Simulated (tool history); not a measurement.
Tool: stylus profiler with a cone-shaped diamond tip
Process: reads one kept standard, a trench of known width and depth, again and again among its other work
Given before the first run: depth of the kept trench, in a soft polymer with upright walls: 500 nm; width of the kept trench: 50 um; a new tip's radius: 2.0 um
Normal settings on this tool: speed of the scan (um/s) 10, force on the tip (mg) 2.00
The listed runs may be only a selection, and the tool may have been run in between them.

| run | hour | speed of the scan (um/s) | force on the tip (mg) | depth of the trench (angstrom) | width of the trench's floor (µm) |
|---|---|---|---|---|---|
| 1 | 0.0 | 10 | 2.00 | 5052.6 | 46.54 |
| 2 | 25.3 | 10 | 2.00 | 5053.1 | 46.54 |
| 3 | 73.5 | 10 | 2.00 | 5051.7 | 46.48 |
| 4 | 101.4 | 10 | 2.00 | 5054.3 | 46.48 |
| 5 | 123.3 | 10 | 2.00 | 5053.8 | 46.43 |
| 6 | 150.1 | 10 | 2.00 | 5055.0 | 46.41 |
| 7 | 188.1 | 10 | 2.00 | 5054.4 | 46.38 |
| 8 | 218.7 | 3 | 2.00 | 5054.7 | 46.42 |
| 9 | 242.8 | 3 | 2.00 | 5055.0 | 46.33 |
| 10 | 272.0 | 6 | 2.00 | 5056.3 | 46.34 |
| 11 | 322.8 | 6 | 2.00 | 5057.1 | 46.30 |
| 12 | 351.5 | 6 | 2.00 | 5053.7 | 46.24 |
| 13 | 401.3 | 6 | 2.00 | 5056.4 | 46.25 |
| 14 | 452.0 | 6 | 2.00 | 5058.7 | 46.20 |
| 15 | 490.3 | 10 | 2.00 | 5057.6 | 46.13 |
| 16 | 540.0 | 10 | 2.00 | 5056.8 | 46.11 |
| 17 | 579.0 | 28 | 2.00 | 5059.8 | 46.02 |
| 18 | 608.2 | 9 | 0.97 | 5042.1 | 46.07 |
| 19 | 662.6 | 9 | 0.97 | 5042.4 | 46.01 |
| 20 | 692.6 | 9 | 0.97 | 5039.3 | 45.99 |
| 21 | 722.6 | 6 | 3.91 | 5086.4 | 45.99 |
| 22 | 776.4 | 3 | 1.14 | 5045.3 | 45.93 |
|  | 780.1 | height scale calibrated on a step standard |
| 23 | 805.9 | 14 | 5.28 | 5105.0 | 45.91 |
| 24 | 849.8 | 14 | 5.28 | 5101.9 | 45.89 |
| 25 | 903.7 | 3 | 2.85 | 5074.9 | 45.83 |
| 26 | 952.9 | 3 | 2.85 | 5077.6 | 45.80 |
|  | 958.3 | height scale calibrated on a step standard, once more |
|  | 969.7 | new tip fitted, height scale calibrated |
| 27 | 999.2 | 40 | 2.99 | 5057.8 | 47.18 |
| 28 | 1031.0 | 33 | 2.78 | 5053.2 | 47.20 |
| 29 | 1053.7 | 30 | 2.78 | 5054.7 | 47.12 |
| 30 | 1085.5 | 5 | 1.94 | 5046.2 | 47.23 |
| 31 | 1125.5 | 9 | 2.46 | 5052.5 | 47.18 |
| 32 | 1177.5 | 9 | 2.46 | 5052.1 | 47.09 |

Below are 3 alternative next runs, each starting from the tool's condition after run 32. Predict each:
| A | 1224.1 | 4 | 3.56 | ? | ? |
| B | 1224.1 | 2 | 0.84 | ? | ? |
| C | 1224.1 | 9 | 3.58 | ? | ? |

| run | depth of the trench (angstrom) | width of the trench's floor (µm) |
|---|---|---|
| A | 5066.4 | 47.16 |
| B | 5027.6 | 47.09 |
| C | 5066.6 | 47.07 |
Take away the tool's hidden state, keep each run's random variation, and the runs would have read:
| run | depth of the trench (angstrom) | width of the trench's floor (µm) |
|---|---|---|
| A | 5064.2 | 47.43 |
| B | 5025.5 | 47.35 |
| C | 5064.4 | 47.34 |

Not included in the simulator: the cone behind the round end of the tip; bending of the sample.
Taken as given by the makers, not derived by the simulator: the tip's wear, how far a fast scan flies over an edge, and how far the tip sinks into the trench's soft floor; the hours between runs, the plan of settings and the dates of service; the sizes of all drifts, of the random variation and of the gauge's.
